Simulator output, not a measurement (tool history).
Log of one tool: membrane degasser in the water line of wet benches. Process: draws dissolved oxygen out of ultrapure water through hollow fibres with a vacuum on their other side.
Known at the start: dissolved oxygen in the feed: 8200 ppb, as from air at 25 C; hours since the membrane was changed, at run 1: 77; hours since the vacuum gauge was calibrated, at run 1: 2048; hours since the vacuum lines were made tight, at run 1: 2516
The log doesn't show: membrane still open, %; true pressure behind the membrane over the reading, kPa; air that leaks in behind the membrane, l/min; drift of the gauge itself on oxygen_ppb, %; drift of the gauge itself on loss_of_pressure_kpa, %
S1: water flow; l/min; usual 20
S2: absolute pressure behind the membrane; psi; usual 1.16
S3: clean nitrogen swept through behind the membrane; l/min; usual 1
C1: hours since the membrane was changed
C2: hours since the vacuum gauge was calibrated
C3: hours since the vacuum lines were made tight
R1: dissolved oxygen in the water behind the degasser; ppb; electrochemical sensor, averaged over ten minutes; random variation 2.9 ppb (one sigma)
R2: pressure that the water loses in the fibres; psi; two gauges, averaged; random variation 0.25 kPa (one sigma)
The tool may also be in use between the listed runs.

| run | hour | S1 | S2 | S3 | C1 | C2 | C3 | R1 | R2 |
|---|---|---|---|---|---|---|---|---|---|
| 1 | 0 | 20 | 1.16 | 1 | 77 | 2048 | 2516 | 285.4 | 9.781 |
| 2 | 56.4 | 21 | 1.16 | 1 | 133 | 2105 | 2572 | 300.6 | 10.293 |
| 3 | 107.5 | 20 | 0.93 | 1 | 184 | 2156 | 2623 | 221.9 | 9.828 |
| 4 | 161.1 | 20 | 0.93 | 1 | 238 | 2209 | 2677 | 222.6 | 9.809 |
| 5 | 202.4 | 20 | 0.93 | 1 | 279 | 2251 | 2718 | 224 | 9.807 |
| 6 | 245.4 | 20 | 0.93 | 1 | 322 | 2294 | 2761 | 217.3 | 9.832 |
| 7 | 270.8 | 20 | 1.16 | 1 | 347 | 2319 | 2786 | 285.8 | 9.847 |
| 8 | 305.5 | 20 | 1.16 | 1 | 382 | 2354 | 2821 | 289.6 | 9.897 |
| 9 | 347.5 | 23 | 1.16 | 1 | 424 | 2396 | 2863 | 345.4 | 11.31 |
| 10 | 373.5 | 20 | 1.16 | 1 | 450 | 2422 | 2889 | 286.6 | 9.825 |
| 11 | 407.4 | 20 | 1.16 | 1 | 484 | 2456 | 2923 | 286.5 | 9.909 |
| 12 | 457.4 | 20 | 1.16 | 1 | 534 | 2506 | 2973 | 284.9 | 9.865 |
| 13 | 509.3 | 20 | 2.785 | 1 | 586 | 2558 | 3025 | 728.6 | 9.871 |
| 14 | 558.7 | 20 | 0.724 | 1 | 635 | 2607 | 3074 | 161.7 | 9.818 |
| 15 | 583.4 | 20 | 1.16 | 1 | 660 | 2632 | 3099 | 292.4 | 9.834 |
| 16 | 615.4 | 20 | 1.841 | 1 | 692 | 2664 | 3131 | 479.7 | 9.781 |
| 17 | 663.5 | 31 | 1.16 | 1.7 | 740 | 2712 | 3179 | 398 | 15.323 |
| 18 | 700.6 | 31 | 1.16 | 1.7 | 777 | 2749 | 3216 | 392.7 | 15.267 |
| 19 | 755.3 | 25 | 0.883 | 1.7 | 832 | 2804 | 3271 | 233.7 | 12.29 |
| 20 | 804.6 | 25 | 0.883 | 1.7 | 881 | 2853 | 3320 | 226.4 | 12.353 |
| 21 | 849.1 | 20 | 1.41 | 2.34 | 926 | 2897 | 3365 | 215 | 9.841 |
| 22 | 888.1 | 20 | 1.41 | 2.34 | 965 | 2936 | 3404 | 214.9 | 9.894 |
| 23 | 940.7 | 20 | 0.888 | 1.34 | 1017 | 2989 | 3456 | 183.1 | 9.823 |
| 24 | 988.4 | 17 | 0.785 | 1 | 1065 | 3037 | 3504 | 143.6 | 8.386 |
| 25 | 1030.8 | 20 | 1.16 | 0.89 | 1107 | 3079 | 3546 | 312.6 | 9.764 |
|  | 1045 | vacuum gauge calibrated |
| 26 | 1062.7 | 30 | 1.107 | 1 | 1139 | 18 | 3578 | 455.4 | 14.952 |
| 27 | 1110.8 | 15 | 1.99 | 1 | 1187 | 66 | 3626 | 389.5 | 7.388 |
| 28 | 1164.7 | 15 | 1.04 | 1.42 | 1241 | 120 | 3680 | 140.5 | 7.427 |
| 29 | 1195 | 15 | 1.54 | 1.42 | 1271 | 150 | 3710 | 220.2 | 7.41 |
| 30 | 1238.1 | 15 | 1.54 | 1.42 | 1314 | 193 | 3753 | 221.8 | 7.482 |
| 31 | 1266.4 | 15 | 1.54 | 1.42 | 1342 | 221 | 3781 | 223.2 | 7.438 |
| 32 | 1317.8 | 15 | 1.54 | 1.42 | 1394 | 273 | 3833 | 221.3 | 7.459 |

Forecast each of these 4 alternatives for the next run:
| A | 1365.1 | 20 | 1.16 | 2.56 | 1441 | 320 | 3880 | ? | ? |
| B | 1365.1 | 23 | 1.54 | 1.42 | 1441 | 320 | 3880 | ? | ? |
| C | 1365.1 | 20 | 1.852 | 1 | 1441 | 320 | 3880 | ? | ? |
| D | 1365.1 | 15 | 1.54 | 1.24 | 1441 | 320 | 3880 | ? | ? |

| run | R1 | R2 |
|---|---|---|
| A | 172.4 | 9.845 |
| B | 377.4 | 11.368 |
| C | 483.3 | 9.88 |
| D | 244.3 | 7.401 |
Without the tool's hidden state the same runs would have given:
| run | R1 | R2 |
|---|---|---|
| A | 168.7 | 9.761 |
| B | 372.7 | 11.269 |
| C | 479 | 9.794 |
| D | 241.2 | 7.337 |

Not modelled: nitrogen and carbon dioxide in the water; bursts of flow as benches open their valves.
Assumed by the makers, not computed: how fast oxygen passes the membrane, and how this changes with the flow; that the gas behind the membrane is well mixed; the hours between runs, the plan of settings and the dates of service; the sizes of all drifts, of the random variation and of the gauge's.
